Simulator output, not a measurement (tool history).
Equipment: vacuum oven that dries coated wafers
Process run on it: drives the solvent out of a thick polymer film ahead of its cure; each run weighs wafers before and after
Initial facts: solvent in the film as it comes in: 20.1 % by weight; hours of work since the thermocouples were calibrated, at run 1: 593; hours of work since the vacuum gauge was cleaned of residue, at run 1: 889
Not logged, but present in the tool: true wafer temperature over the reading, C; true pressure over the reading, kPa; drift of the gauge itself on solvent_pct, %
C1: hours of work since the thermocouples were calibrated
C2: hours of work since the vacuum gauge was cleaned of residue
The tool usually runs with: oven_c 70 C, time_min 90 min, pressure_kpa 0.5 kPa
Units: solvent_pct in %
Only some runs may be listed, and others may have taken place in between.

run 1 hour=0 | oven_c=70 time_min=90 pressure_kpa=0.5 | C1=593 C2=889 | solvent_pct=2.32
run 2 hour=88.3 | oven_c=70 time_min=90 pressure_kpa=1.678 | C1=644 C2=940 | solvent_pct=2.57
run 3 hour=181.6 | oven_c=70 time_min=90 pressure_kpa=1.678 | C1=698 C2=993 | solvent_pct=2.62
run 4 hour=280.7 | oven_c=70 time_min=146 pressure_kpa=0.5 | C1=755 C2=1051 | solvent_pct=0.79
run 5 hour=364.1 | oven_c=70 time_min=146 pressure_kpa=0.5 | C1=803 C2=1099 | solvent_pct=0.92
run 6 hour=449.8 | oven_c=70 time_min=146 pressure_kpa=0.5 | C1=852 C2=1148 | solvent_pct=0.87
run 7 hour=537.6 | oven_c=70 time_min=146 pressure_kpa=0.5 | C1=903 C2=1199 | solvent_pct=0.87
run 8 hour=615.7 | oven_c=70 time_min=146 pressure_kpa=0.5 | C1=948 C2=1244 | solvent_pct=0.88
run 9 hour=708.2 | oven_c=70 time_min=146 pressure_kpa=0.5 | C1=1001 C2=1297 | solvent_pct=0.94
run 10 hour=768.7 | oven_c=70 time_min=146 pressure_kpa=0.5 | C1=1036 C2=1332 | solvent_pct=0.97
run 11 hour=844.5 | oven_c=70 time_min=146 pressure_kpa=0.5 | C1=1080 C2=1376 | solvent_pct=0.92
run 12 hour=904.5 | oven_c=70 time_min=146 pressure_kpa=0.5 | C1=1114 C2=1410 | solvent_pct=0.91
run 13 hour=995.9 | oven_c=70 time_min=146 pressure_kpa=0.5 | C1=1167 C2=1463 | solvent_pct=0.95
run 14 hour=1082.6 | oven_c=70 time_min=146 pressure_kpa=0.5 | C1=1217 C2=1513 | solvent_pct=1.01
run 15 hour=1171.8 | oven_c=70 time_min=146 pressure_kpa=0.5 | C1=1268 C2=1564 | solvent_pct=1.03
run 16 hour=1273.1 | oven_c=70 time_min=146 pressure_kpa=0.5 | C1=1327 C2=1623 | solvent_pct=1.01
-- hour=1280.3 vacuum gauge cleaned of residue and calibrated
run 17 hour=1350.3 | oven_c=70 time_min=146 pressure_kpa=0.5 | C1=1371 C2=40 | solvent_pct=1.18
run 18 hour=1461.2 | oven_c=70 time_min=90 pressure_kpa=1.804 | C1=1434 C2=104 | solvent_pct=3.11
run 19 hour=1547.5 | oven_c=70 time_min=90 pressure_kpa=1.804 | C1=1484 C2=154 | solvent_pct=3.21
run 20 hour=1621.8 | oven_c=70 time_min=90 pressure_kpa=1.804 | C1=1527 C2=197 | solvent_pct=3.14
run 21 hour=1679.2 | oven_c=70 time_min=90 pressure_kpa=1.804 | C1=1560 C2=230 | solvent_pct=3.12
-- hour=1714.2 oven's thermocouples calibrated
run 22 hour=1732.6 | oven_c=64 time_min=90 pressure_kpa=0.5 | C1=11 C2=260 | solvent_pct=4.04
run 23 hour=1820.7 | oven_c=64 time_min=90 pressure_kpa=0.5 | C1=61 C2=310 | solvent_pct=4.02
run 24 hour=1905.3 | oven_c=83 time_min=66 pressure_kpa=0.495 | C1=110 C2=359 | solvent_pct=0.78
-- hour=1963.1 vacuum gauge cleaned of residue and calibrated, once more
run 25 hour=1989.4 | oven_c=74 time_min=66 pressure_kpa=1.404 | C1=158 C2=15 | solvent_pct=2.52
run 26 hour=2104.2 | oven_c=81 time_min=126 pressure_kpa=1.404 | C1=224 C2=81 | solvent_pct=0.22
run 27 hour=2195.9 | oven_c=70 time_min=114 pressure_kpa=0.5 | C1=277 C2=134 | solvent_pct=1.34
run 28 hour=2272.9 | oven_c=70 time_min=90 pressure_kpa=0.5 | C1=321 C2=179 | solvent_pct=2.16
run 29 hour=2370.6 | oven_c=64 time_min=66 pressure_kpa=0.31 | C1=378 C2=235 | solvent_pct=5.69
run 30 hour=2474.3 | oven_c=56 time_min=61 pressure_kpa=0.655 | C1=437 C2=295 | solvent_pct=9.52
run 31 hour=2542.8 | oven_c=57 time_min=126 pressure_kpa=0.371 | C1=477 C2=334 | solvent_pct=4.72
run 32 hour=2645.3 | oven_c=57 time_min=50 pressure_kpa=1.075 | C1=536 C2=393 | solvent_pct=10.11
run 33 hour=2725.8 | oven_c=82 time_min=82 pressure_kpa=1.035 | C1=582 C2=440 | solvent_pct=0.55
run 34 hour=2825.2 | oven_c=82 time_min=82 pressure_kpa=1.035 | C1=640 C2=497 | solvent_pct=0.52
run 35 hour=2898.6 | oven_c=83 time_min=90 pressure_kpa=0.728 | C1=682 C2=539 | solvent_pct=0.31
run 36 hour=2979.7 | oven_c=62 time_min=141 pressure_kpa=0.5 | C1=729 C2=586 | solvent_pct=2.61
run 37 hour=3062 | oven_c=71 time_min=67 pressure_kpa=0.931 | C1=776 C2=634 | solvent_pct=3.58
run 38 hour=3176.3 | oven_c=56 time_min=148 pressure_kpa=0.931 | C1=842 C2=699 | solvent_pct=4.66
run 39 hour=3291.6 | oven_c=56 time_min=148 pressure_kpa=0.931 | C1=908 C2=766 | solvent_pct=4.67
run 40 hour=3374.4 | oven_c=83 time_min=90 pressure_kpa=0.5 | C1=956 C2=814 | solvent_pct=0.3
run 41 hour=3481 | oven_c=75 time_min=101 pressure_kpa=0.358 | C1=1018 C2=875 | solvent_pct=0.93
run 42 hour=3588.1 | oven_c=71 time_min=125 pressure_kpa=0.955 | C1=1079 C2=937 | solvent_pct=1.15
run 43 hour=3694.5 | oven_c=70 time_min=125 pressure_kpa=0.276 | C1=1141 C2=998 | solvent_pct=1.24

Alternative continuations, all from the tool just after run 43; predict every row:
run A hour=3778 | oven_c=70 time_min=90 pressure_kpa=0.72 | C1=1189 C2=1046 | solvent_pct=?
run B hour=3778 | oven_c=70 time_min=108 pressure_kpa=0.5 | C1=1189 C2=1046 | solvent_pct=?
run C hour=3778 | oven_c=65 time_min=90 pressure_kpa=0.931 | C1=1189 C2=1046 | solvent_pct=?
run D hour=3778 | oven_c=78 time_min=90 pressure_kpa=0.5 | C1=1189 C2=1046 | solvent_pct=?
run E hour=3778 | oven_c=70 time_min=90 pressure_kpa=0.392 | C1=1189 C2=1046 | solvent_pct=?

run=A solvent_pct=2.67
run=B solvent_pct=1.76
run=C solvent_pct=4.26
run=D solvent_pct=0.82
run=E solvent_pct=2.53
The same runs, with their run-to-run variation unchanged, on a tool lacking any hidden condition would have given:
run=A solvent_pct=1.96
run=B solvent_pct=1.18
run=C solvent_pct=3.35
run=D solvent_pct=0.48
run=E solvent_pct=1.82

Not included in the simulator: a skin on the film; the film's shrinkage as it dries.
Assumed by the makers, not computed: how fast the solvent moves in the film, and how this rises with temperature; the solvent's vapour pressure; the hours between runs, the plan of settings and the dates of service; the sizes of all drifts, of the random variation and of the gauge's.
